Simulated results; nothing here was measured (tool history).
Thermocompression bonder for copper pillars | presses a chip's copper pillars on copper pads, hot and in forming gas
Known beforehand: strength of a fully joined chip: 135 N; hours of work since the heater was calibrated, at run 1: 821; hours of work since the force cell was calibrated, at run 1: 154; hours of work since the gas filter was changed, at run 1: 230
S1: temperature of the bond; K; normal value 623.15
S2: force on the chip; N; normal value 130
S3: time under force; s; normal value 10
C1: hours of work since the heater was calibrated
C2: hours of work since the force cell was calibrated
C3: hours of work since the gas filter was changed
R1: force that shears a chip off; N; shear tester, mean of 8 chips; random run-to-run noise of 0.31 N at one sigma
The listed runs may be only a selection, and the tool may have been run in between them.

| run | hour | S1 | S2 | S3 | C1 | C2 | C3 | R1 |
|---|---|---|---|---|---|---|---|---|
| 1 | 0 | 623.15 | 130 | 10 | 821 | 154 | 230 | 55.5 |
| 2 | 59.7 | 623.15 | 130 | 10 | 865 | 197 | 273 | 55.3 |
| 3 | 99.1 | 623.15 | 130 | 10 | 893 | 226 | 302 | 55.6 |
|  | 103.1 | forming gas filter changed |
| 4 | 158.4 | 623.15 | 165 | 10 | 936 | 269 | 40 | 69.5 |
| 5 | 223.2 | 638.15 | 130 | 10 | 983 | 315 | 87 | 66.1 |
| 6 | 259.9 | 638.15 | 130 | 10 | 1009 | 342 | 114 | 65.8 |
| 7 | 319.5 | 638.15 | 130 | 10 | 1052 | 385 | 157 | 65.4 |
| 8 | 386.2 | 630.15 | 130 | 10 | 1101 | 434 | 205 | 60.4 |
| 9 | 440.8 | 630.15 | 130 | 10 | 1140 | 473 | 245 | 59.8 |
| 10 | 486.5 | 630.15 | 130 | 10 | 1173 | 506 | 278 | 59.2 |
| 11 | 519.9 | 630.15 | 130 | 10 | 1198 | 530 | 302 | 60.6 |
|  | 525.1 | forming gas filter changed |
| 12 | 589.4 | 633.15 | 130 | 10 | 1248 | 580 | 47 | 62.3 |
| 13 | 617.2 | 633.15 | 130 | 10 | 1268 | 600 | 67 | 62 |
| 14 | 672.9 | 633.15 | 130 | 10 | 1308 | 641 | 107 | 62.4 |
| 15 | 740.4 | 623.15 | 130 | 12 | 1357 | 690 | 156 | 59.5 |
| 16 | 790.1 | 623.15 | 130 | 12 | 1393 | 726 | 192 | 59.9 |
| 17 | 826.5 | 623.15 | 130 | 12 | 1419 | 752 | 218 | 59.4 |
| 18 | 876.2 | 623.15 | 130 | 10 | 1455 | 788 | 254 | 56 |
| 19 | 920 | 623.15 | 130 | 6 | 1487 | 820 | 286 | 45.5 |
|  | 946.5 | forming gas filter changed |
| 20 | 971 | 623.15 | 130 | 6 | 1524 | 856 | 18 | 45.4 |
| 21 | 1035.6 | 623.15 | 130 | 6 | 1570 | 903 | 65 | 45.5 |
| 22 | 1066.5 | 623.15 | 130 | 6 | 1593 | 925 | 87 | 45.3 |
| 23 | 1119.7 | 623.15 | 130 | 6 | 1631 | 964 | 125 | 45.5 |
| 24 | 1166.4 | 597.15 | 79 | 6 | 1665 | 998 | 159 | 17.4 |
| 25 | 1215.4 | 594.15 | 130 | 10 | 1701 | 1033 | 195 | 38 |
|  | 1250.7 | heater calibrated with a thermocouple chip |
| 26 | 1272.8 | 603.15 | 130 | 28 | 16 | 1073 | 235 | 64 |
| 27 | 1339.8 | 623.15 | 130 | 16 | 65 | 1122 | 283 | 65.6 |
|  | 1368.9 | forming gas filter changed |
|  | 1374 | force cell calibrated |
| 28 | 1396 | 623.15 | 130 | 5 | 104 | 16 | 19 | 41.9 |
| 29 | 1426.2 | 623.15 | 130 | 5 | 126 | 38 | 40 | 42.4 |
| 30 | 1478.9 | 619.15 | 130 | 10 | 164 | 76 | 79 | 52.8 |
| 31 | 1541.8 | 641.15 | 123 | 5 | 209 | 122 | 124 | 49.4 |
| 32 | 1593.1 | 646.15 | 130 | 10 | 247 | 159 | 161 | 70.6 |
| 33 | 1632.2 | 603.15 | 171 | 9 | 275 | 187 | 190 | 54.8 |
| 34 | 1675.4 | 612.15 | 169 | 8 | 306 | 218 | 221 | 58.5 |
| 35 | 1706 | 612.15 | 169 | 8 | 328 | 240 | 243 | 57.9 |
| 36 | 1738.8 | 623.15 | 90 | 10 | 352 | 264 | 267 | 37.4 |
| 37 | 1772.1 | 623.15 | 90 | 10 | 376 | 288 | 291 | 37.1 |
|  | 1792.5 | forming gas filter changed |
| 38 | 1832 | 607.15 | 83 | 17 | 419 | 331 | 29 | 34.7 |

3 options for the next run, each taken on its own from the tool as it stands now. Forecast them:
| A | 1870.8 | 607.15 | 133 | 15 | 447 | 359 | 57 | ? |
| B | 1870.8 | 649.15 | 130 | 10 | 447 | 359 | 57 | ? |
| C | 1870.8 | 636.15 | 83 | 8 | 447 | 359 | 57 | ? |

| run | R1 |
|---|---|
| A | 55.1 |
| B | 73.9 |
| C | 36.7 |
Take away the tool's hidden state, keep each run's random variation, and the runs would have read:
| run | R1 |
|---|---|
| A | 55.1 |
| B | 73.8 |
| C | 36.6 |
